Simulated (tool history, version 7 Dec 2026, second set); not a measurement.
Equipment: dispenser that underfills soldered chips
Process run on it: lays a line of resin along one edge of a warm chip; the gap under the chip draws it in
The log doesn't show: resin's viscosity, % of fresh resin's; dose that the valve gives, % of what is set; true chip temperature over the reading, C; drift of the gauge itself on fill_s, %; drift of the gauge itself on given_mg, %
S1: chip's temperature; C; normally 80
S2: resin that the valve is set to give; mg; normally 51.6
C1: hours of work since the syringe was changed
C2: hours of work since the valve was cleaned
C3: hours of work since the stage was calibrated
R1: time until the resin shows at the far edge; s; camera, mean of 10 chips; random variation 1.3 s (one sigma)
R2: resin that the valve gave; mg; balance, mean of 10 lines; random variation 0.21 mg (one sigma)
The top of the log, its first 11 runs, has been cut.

At day 3.171: new syringe of resin.
Run 12, day 3.454: usual settings but S2 62.4 mg; C1 5; C2 65; C3 190. Result: R1 156.9 s, R2 58.60 mg.
At day 3.500: new syringe of resin.
At day 3.850: new syringe of resin.
Run 13, day 3.871: usual settings; C1 0; C2 72; C3 196. Result: R1 132.9 s, R2 48.02 mg.
At day 4.204: new syringe of resin.
Run 14, day 4.246: usual settings; C1 1; C2 78; C3 202. Result: R1 136.0 s, R2 47.73 mg.
At day 4.525: new syringe of resin.
Run 15, day 4.612: usual settings; C1 1; C2 84; C3 208. Result: R1 139.1 s, R2 47.57 mg.
At day 4.862: new syringe of resin.
Run 16, day 4.862: usual settings; C1 0; C2 88; C3 212. Result: R1 127.8 s, R2 47.55 mg.
Run 17, day 5.088: usual settings; C1 4; C2 91; C3 216. Result: R1 152.8 s, R2 47.00 mg.
At day 5.200: new syringe of resin.
Run 18, day 5.438: usual settings; C1 4; C2 97; C3 222. Result: R1 156.7 s, R2 47.02 mg.
At day 5.538: new syringe of resin.
Run 19, day 5.792: usual settings; C1 4; C2 103; C3 227. Result: R1 158.4 s, R2 46.25 mg.
At day 5.867: new syringe of resin.
At day 6.208: new syringe of resin.
Run 20, day 6.242: usual settings; C1 1; C2 110; C3 234. Result: R1 134.3 s, R2 46.16 mg.
Run 21, day 6.442: usual settings but S1 88 C, S2 64.7 mg; C1 4; C2 113; C3 238. Result: R1 119.3 s, R2 57.45 mg.
At day 6.538: new syringe of resin.
At day 6.858: new syringe of resin.
Run 22, day 6.888: usual settings but S1 67 C, S2 57.8 mg; C1 0; C2 120; C3 245. Result: R1 193.8 s, R2 50.80 mg.
At day 7.179: new syringe of resin.
Run 23, day 7.254: usual settings but S1 87 C, S2 49.7 mg; C1 1; C2 126; C3 251. Result: R1 114.3 s, R2 43.58 mg.
Run 24, day 7.438: usual settings but S1 73 C, S2 51.8 mg; C1 4; C2 129; C3 254. Result: R1 202.2 s, R2 45.01 mg.
At day 7.508: new syringe of resin.
At day 7.846: new syringe of resin.
Run 25, day 7.858: usual settings but S1 87 C, S2 46.8 mg; C1 0; C2 136; C3 260. Result: R1 116.3 s, R2 40.34 mg.
Run 26, day 8.133: usual settings but S1 87 C, S2 46.8 mg; C1 5; C2 140; C3 265. Result: R1 143.9 s, R2 40.32 mg.
At day 8.200: new syringe of resin.
At day 8.367: dispensing valve cleaned and set on the balance.
At day 8.562: new syringe of resin.
Run 27, day 8.625: usual settings but S1 71 C, S2 46.1 mg; C1 1; C2 4; C3 272. Result: R1 180.9 s, R2 45.93 mg.
At day 8.900: new syringe of resin.
Run 28, day 8.900: usual settings but S1 71 C, S2 46.1 mg; C1 0; C2 8; C3 276. Result: R1 175.5 s, R2 45.80 mg.
Run 29, day 9.138: usual settings but S1 71 C, S2 46.1 mg; C1 4; C2 12; C3 280. Result: R1 207.4 s, R2 45.73 mg.
At day 9.238: new syringe of resin.
At day 9.579: new syringe of resin.
Run 30, day 9.579: usual settings but S1 71 C, S2 46.1 mg; C1 0; C2 19; C3 287. Result: R1 173.6 s, R2 45.25 mg.
At day 9.904: new syringe of resin.
Run 31, day 9.962: usual settings but S1 87 C, S2 66.6 mg; C1 1; C2 25; C3 293. Result: R1 107.5 s, R2 65.13 mg.
Run 32, day 10.150: usual settings but S1 87 C, S2 66.6 mg; C1 4; C2 29; C3 296. Result: R1 126.4 s, R2 64.80 mg.
At day 10.258: new syringe of resin.
Run 33, day 10.529: usual settings but S1 71 C, S2 54.5 mg; C1 5; C2 35; C3 302. Result: R1 212.0 s, R2 52.65 mg.

Predict each of these 5 candidate next runs independently; none follows another, all start after run 33:
At day 10.608: new syringe of resin.
At day 10.933: new syringe of resin.
Run A, day 10.962: usual settings but S1 78 C, S2 52.5 mg; C1 0; C2 41; C3 309. Result: R1 ?, R2 ?.
At day 10.608: new syringe of resin.
At day 10.933: new syringe of resin.
Run B, day 10.962: usual settings but S1 94 C, S2 44.2 mg; C1 0; C2 41; C3 309. Result: R1 ?, R2 ?.
At day 10.608: new syringe of resin.
At day 10.933: new syringe of resin.
Run C, day 10.962: usual settings but S1 79 C, S2 45.0 mg; C1 0; C2 41; C3 309. Result: R1 ?, R2 ?.
At day 10.608: new syringe of resin.
At day 10.933: new syringe of resin.
Run D, day 10.962: usual settings but S2 55.0 mg; C1 0; C2 41; C3 309. Result: R1 ?, R2 ?.
At day 10.608: new syringe of resin.
At day 10.933: new syringe of resin.
Run E, day 10.962: usual settings; C1 0; C2 41; C3 309. Result: R1 ?, R2 ?.

run     R1     R2
  A  142.5  50.36
  B   93.8  42.48
  C  143.9  43.32
  D  132.5  52.82
  E  132.9  49.44
The same runs, with their run-to-run variation unchanged, on a tool lacking any hidden condition would have given:
run     R1     R2
  A  130.6  52.39
  B   85.8  44.21
  C  131.1  45.08
  D  121.7  54.96
  E  121.7  51.44

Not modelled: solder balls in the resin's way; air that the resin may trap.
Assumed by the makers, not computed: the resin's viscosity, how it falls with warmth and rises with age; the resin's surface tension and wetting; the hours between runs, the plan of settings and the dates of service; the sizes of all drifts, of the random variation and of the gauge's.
